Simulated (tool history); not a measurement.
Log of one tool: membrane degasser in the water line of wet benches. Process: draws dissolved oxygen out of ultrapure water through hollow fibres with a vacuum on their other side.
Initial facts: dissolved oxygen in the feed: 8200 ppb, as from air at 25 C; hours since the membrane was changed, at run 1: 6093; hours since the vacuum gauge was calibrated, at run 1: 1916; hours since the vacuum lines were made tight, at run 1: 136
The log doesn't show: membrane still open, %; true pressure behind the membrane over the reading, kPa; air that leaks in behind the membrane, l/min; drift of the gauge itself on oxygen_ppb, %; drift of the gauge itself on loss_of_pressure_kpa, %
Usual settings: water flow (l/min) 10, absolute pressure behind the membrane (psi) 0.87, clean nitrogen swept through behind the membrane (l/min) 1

run    hour  water flow (l/min)  absolute pressure behind the membrane (psi)  clean nitrogen swept through behind the membrane (l/min)  hours since the membrane was changed  hours since the vacuum gauge was calibrated  hours since the vacuum lines were made tight  dissolved oxygen in the water behind the degasser (ppb)  pressure that the water loses in the fibres (psi)
  1       0                  10                                         0.87                                                         1                                  6093                                         1916                                           136                                                     90.4                                              9.615
  2    96.3                  10                                         0.87                                                         1                                  6189                                         2012                                           232                                                     94.1                                              9.581
  3   245.7                  10                                         0.87                                                         1                                  6339                                         2161                                           382                                                     91.4                                              9.568
  4   323.3                  10                                         0.87                                                         1                                  6416                                         2239                                           459                                                     92.7                                               9.59
  5   410.9                  10                                        2.142                                                         1                                  6504                                         2327                                           547                                                      290                                              9.662
  6   566.5                  10                                        2.142                                                         1                                  6660                                         2482                                           702                                                      291                                              9.626
  7   653.7                  10                                        2.142                                                         1                                  6747                                         2569                                           790                                                    296.4                                              9.596
  8   805.8                  10                                         0.87                                                      0.94                                  6899                                         2721                                           942                                                     97.3                                              9.668
  9   939.6                  10                                         0.87                                                      0.94                                  7033                                         2855                                          1075                                                     95.5                                              9.633
 10  1039.7                  10                                         0.87                                                      0.48                                  7133                                         2955                                          1176                                                    150.7                                              9.619
 11  1137.7                  10                                         0.87                                                      0.48                                  7231                                         3053                                          1274                                                    153.5                                              9.636
 12  1277.9                  10                                         0.87                                                      0.48                                  7371                                         3194                                          1414                                                      153                                              9.665
 13  1364.5                  10                                         0.87                                                      0.48                                  7458                                         3280                                          1500                                                    152.5                                              9.706
 14  1440.1                  10                                         0.87                                                      0.48                                  7533                                         3356                                          1576                                                    152.4                                              9.654
 15  1558.2                  10                                         0.87                                                      0.48                                  7651                                         3474                                          1694                                                    151.9                                               9.66
 16    1694                  14                                         0.87                                                      0.48                                  7787                                         3610                                          1830                                                    247.4                                             13.587
 17  1807.6                  14                                         0.87                                                      0.48                                  7901                                         3723                                          1944                                                      248                                             13.607
 18  1918.8                  14                                        1.666                                                      0.48                                  8012                                         3834                                          2055                                                    564.1                                             13.532
 19  1997.9                  10                                        1.875                                                      0.65                                  8091                                         3914                                          2134                                                    356.2                                              9.715
 20  2145.8                   6                                         0.68                                                         1                                  8239                                         4061                                          2282                                                     24.8                                              5.883
 21  2239.9                   9                                        0.622                                                         1                                  8333                                         4156                                          2376                                                     40.2                                              8.807
 22  2342.2                  10                                        2.038                                                         1                                  8435                                         4258                                          2478                                                    276.5                                              9.776
 23  2497.1                  10                                        2.038                                                         1                                  8590                                         4413                                          2633                                                    277.2                                              9.654
 24  2648.7                  10                                        1.027                                                       0.9                                  8742                                         4564                                          2785                                                    123.7                                              9.754
 25  2754.9                  10                                        1.623                                                       0.9                                  8848                                         4671                                          2891                                                    230.6                                              9.735
 26    2836                  10                                        0.666                                                      2.78                                  8929                                         4752                                          2972                                                     38.5                                              9.784
 27    3004                  10                                        0.666                                                      2.78                                  9097                                         4920                                          3140                                                     39.4                                              9.731
 28  3109.6                  10                                        0.666                                                      2.78                                  9203                                         5025                                          3246                                                     38.8                                              9.805
 29  3249.5                  10                                         0.87                                                      0.65                                  9343                                         5165                                          3385                                                      125                                              9.781
 30  3370.5                   6                                         0.78                                                         1                                  9464                                         5286                                          3506                                                     34.9                                              5.877
 31  3543.2                   6                                         0.78                                                         1                                  9636                                         5459                                          3679                                                     33.4                                              5.878
 32  3616.4                   6                                         0.78                                                         1                                  9709                                         5532                                          3752                                                     35.6                                              5.902
     3668.8  -- membrane cartridge changed
     3698.5  -- seals of the vacuum lines changed
 33  3774.6                   6                                        1.511                                                         1                                   104                                         5684                                            76                                                    105.9                                              5.928

Hidden state at the last listed run before each entry between runs and at the first one after, where it differs:
Runs 32 to 33: membrane cartridge changed (hour 3668.8); seals of the vacuum lines changed (hour 3698.5)
  membrane still open, %: 99.9 -> 100; air that leaks in behind the membrane, l/min: 0.0022 -> 0.002; drift of the gauge itself on loss_of_pressure_kpa, %: 2.38 -> 2.48
  difference, measured minus the result without the unlogged condition, pressure that the water loses in the fibres (psi): +0.144 -> +0.142
